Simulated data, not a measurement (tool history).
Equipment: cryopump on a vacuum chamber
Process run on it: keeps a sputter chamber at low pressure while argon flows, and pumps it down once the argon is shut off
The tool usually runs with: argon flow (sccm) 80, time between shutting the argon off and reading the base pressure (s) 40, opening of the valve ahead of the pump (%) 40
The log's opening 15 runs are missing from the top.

run     day  argon flow (sccm)  time between shutting the argon off and reading the base pressure (s)  opening of the valve ahead of the pump (%)  pressure while argon flows (Pa)  pressure after the wait (uPa)
 16   7.075                 80                                                                     40                                          35                           0.2397                           1.44
 17   7.425                 80                                                                     40                                          40                           0.2125                           1.44
 18   8.021                 80                                                                     51                                          51                            0.169                           1.16
 19   8.362                 80                                                                     51                                          51                           0.1697                           1.14
 20   8.888                 80                                                                     51                                          51                           0.1675                           1.19
 21   9.496                 99                                                                    101                                          40                           0.2604                           0.73
 22  10.142                140                                                                     31                                          57                           0.2658                           1.72
 23  10.783                140                                                                     31                                          57                           0.2637                           1.77
 24  11.367                140                                                                    256                                          28                           0.5274                           0.45
 25  11.842                140                                                                    256                                          28                           0.5209                           0.44
 26  12.288                140                                                                    256                                          28                           0.5226                           0.45
 27  12.742                 61                                                                     22                                          28                           0.2279                           2.37
 28  13.083                114                                                                     77                                          40                           0.3036                           0.85
 29    13.6                 94                                                                     24                                          18                           0.5385                           2.15
 30  13.971                 33                                                                     94                                          16                           0.2121                           0.75
 31  14.629                 33                                                                     94                                          16                           0.2125                           0.75
 32  15.067                 33                                                                    133                                          17                           0.2013                           0.64
 33  15.488                 40                                                                     70                                          30                           0.1406                            0.9
 34  16.108                109                                                                     40                                          46                           0.2585                           1.41

4 options for the next run, each taken on its own from the tool as it stands now. Forecast them:
  A  16.504                 92                                                                     39                                          46                                ?                              ?
  B  16.504                 49                                                                     40                                          40                                ?                              ?
  C  16.504                 52                                                                     40                                          56                                ?                              ?
  D  16.504                 36                                                                     56                                          40                                ?                              ?

run  pressure while argon flows (Pa)  pressure after the wait (uPa)
  A                           0.2155                            1.5
  B                           0.1314                           1.45
  C                           0.1024                           1.44
  D                            0.096                            1.1
Had the tool no hidden state, the same runs would have come out as:
run  pressure while argon flows (Pa)  pressure after the wait (uPa)
  A                           0.1998                           1.39
  B                           0.1231                           1.34
  C                           0.0935                           1.33
  D                           0.0899                              1

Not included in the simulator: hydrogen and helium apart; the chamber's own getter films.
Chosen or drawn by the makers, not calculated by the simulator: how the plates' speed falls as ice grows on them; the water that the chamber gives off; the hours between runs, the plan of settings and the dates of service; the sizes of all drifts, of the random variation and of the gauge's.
